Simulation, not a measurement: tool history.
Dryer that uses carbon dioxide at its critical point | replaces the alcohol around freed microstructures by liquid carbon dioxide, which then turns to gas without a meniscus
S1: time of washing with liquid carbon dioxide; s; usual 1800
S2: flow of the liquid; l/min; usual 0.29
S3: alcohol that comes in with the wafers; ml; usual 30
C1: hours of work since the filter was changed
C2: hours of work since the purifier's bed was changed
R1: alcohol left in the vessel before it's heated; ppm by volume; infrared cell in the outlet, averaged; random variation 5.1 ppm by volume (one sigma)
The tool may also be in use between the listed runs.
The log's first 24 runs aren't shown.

run 25 hour=573.8 | S1=1260 S2=0.265 S3=42 | C1=200 C2=796 | R1=917
run 26 hour=593 | S1=1800 S2=0.202 S3=53 | C1=208 C2=804 | R1=774
run 27 hour=613 | S1=1800 S2=0.202 S3=53 | C1=217 C2=813 | R1=782
run 28 hour=634.3 | S1=1800 S2=0.298 S3=94 | C1=227 C2=823 | R1=287
run 29 hour=665.4 | S1=1620 S2=0.191 S3=79 | C1=241 C2=837 | R1=2083
run 30 hour=688.6 | S1=2460 S2=0.191 S3=60 | C1=251 C2=847 | R1=333
run 31 hour=705 | S1=1320 S2=0.237 S3=64 | C1=259 C2=855 | R1=1703
run 32 hour=730.3 | S1=2400 S2=0.369 S3=26 | C1=270 C2=866 | R1=125
run 33 hour=747.5 | S1=1740 S2=0.341 S3=41 | C1=278 C2=874 | R1=166
run 34 hour=771.4 | S1=1740 S2=0.341 S3=41 | C1=288 C2=884 | R1=177
run 35 hour=797.9 | S1=1740 S2=0.363 S3=91 | C1=300 C2=896 | R1=191
run 36 hour=819.2 | S1=1740 S2=0.363 S3=91 | C1=310 C2=906 | R1=209
run 37 hour=842.5 | S1=1320 S2=0.407 S3=83 | C1=320 C2=916 | R1=319
run 38 hour=857.8 | S1=1320 S2=0.407 S3=83 | C1=327 C2=923 | R1=337
run 39 hour=883.6 | S1=2520 S2=0.427 S3=47 | C1=339 C2=935 | R1=133
run 40 hour=912 | S1=2040 S2=0.34 S3=27 | C1=351 C2=947 | R1=151
run 41 hour=929.9 | S1=2040 S2=0.34 S3=27 | C1=359 C2=955 | R1=141
run 42 hour=960.8 | S1=1800 S2=0.29 S3=113 | C1=373 C2=969 | R1=448
run 43 hour=984.8 | S1=1800 S2=0.241 S3=30 | C1=384 C2=980 | R1=353
run 44 hour=1002.5 | S1=1800 S2=0.241 S3=30 | C1=392 C2=988 | R1=354
run 45 hour=1033.3 | S1=1080 S2=0.245 S3=27 | C1=406 C2=1002 | R1=1535
run 46 hour=1065.2 | S1=1260 S2=0.286 S3=27 | C1=420 C2=1016 | R1=619
run 47 hour=1093.1 | S1=1800 S2=0.366 S3=30 | C1=432 C2=1028 | R1=170

4 ways to go on from here, each from the tool as it stands after run 47. What would each give?
-- hour=1120 inlet filter changed
run A hour=1124.2 | S1=2460 S2=0.373 S3=48 | C1=2 C2=1042 | R1=?
-- hour=1120 inlet filter changed
run B hour=1124.2 | S1=1440 S2=0.29 S3=30 | C1=2 C2=1042 | R1=?
-- hour=1120 inlet filter changed
run C hour=1124.2 | S1=1800 S2=0.196 S3=30 | C1=2 C2=1042 | R1=?
-- hour=1120 inlet filter changed
run D hour=1124.2 | S1=1320 S2=0.417 S3=30 | C1=2 C2=1042 | R1=?

run=A R1=151
run=B R1=314
run=C R1=484
run=D R1=195
Without the tool's hidden state the same runs would have given:
run=A R1=5
run=B R1=172
run=C R1=339
run=D R1=46
